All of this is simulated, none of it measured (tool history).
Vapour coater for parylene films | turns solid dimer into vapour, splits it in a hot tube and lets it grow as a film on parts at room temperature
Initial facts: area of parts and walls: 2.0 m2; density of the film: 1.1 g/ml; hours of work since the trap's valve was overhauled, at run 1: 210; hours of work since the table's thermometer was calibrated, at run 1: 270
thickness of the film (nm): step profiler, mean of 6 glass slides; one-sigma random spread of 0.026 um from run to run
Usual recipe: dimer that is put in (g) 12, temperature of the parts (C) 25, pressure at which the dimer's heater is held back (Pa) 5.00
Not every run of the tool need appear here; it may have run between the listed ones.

run	hour	dimer that is put in (g)	temperature of the parts (C)	pressure at which the dimer's heater is held back (Pa)	hours of work since the trap's valve was overhauled	hours of work since the table's thermometer was calibrated	thickness of the film (nm)
1	0.0	12	25	5.00	210	270	2770
2	11.5	12	25	5.00	217	277	2710
# hour 16.6: trap's valve overhauled
3	25.4	12	25	5.00	5	282	3120
4	34.4	12	25	3.67	10	287	3260
5	42.5	12	25	3.67	15	292	3240
6	53.9	12	25	2.40	21	298	3390
7	66.9	12	25	2.40	28	306	3310
8	75.0	12	25	8.99	33	310	2910
9	85.6	12	25	8.99	39	316	2900
10	93.7	12	25	8.99	44	321	2830
11	104.3	12	25	8.99	50	327	2840
12	118.8	12	25	8.99	58	335	2880
# hour 121.2: table's thermometer calibrated
13	127.6	12	25	8.99	62	4	2830
14	138.4	12	19	2.30	68	10	4120
15	151.5	11	24	2.49	76	17	3070
16	165.3	12	25	10.52	84	25	2780
17	176.0	18	32	10.88	90	31	3200
18	189.9	9	32	10.88	98	39	1580
19	199.0	12	32	8.29	103	44	2140

Here are 5 independent what-if runs from the current tool condition. What would each one return?
# hour 213.3: table's thermometer calibrated, once more
A	214.2	20	25	5.00	111	0	?
# hour 213.3: table's thermometer calibrated, once more
B	214.2	12	29	5.00	111	0	?
# hour 213.3: table's thermometer calibrated, once more
C	214.2	10	17	5.10	111	0	?
# hour 213.3: table's thermometer calibrated, once more
D	214.2	12	21	4.60	111	0	?
# hour 213.3: table's thermometer calibrated, once more
E	214.2	18	25	5.34	111	0	?

run	thickness of the film (nm)
A	4840
B	2410
C	3270
D	3430
E	4300
Stripped of hidden state, with their random variation kept, the same runs would have yielded:
run	thickness of the film (nm)
A	5260
B	2620
C	3560
D	3720
E	4670
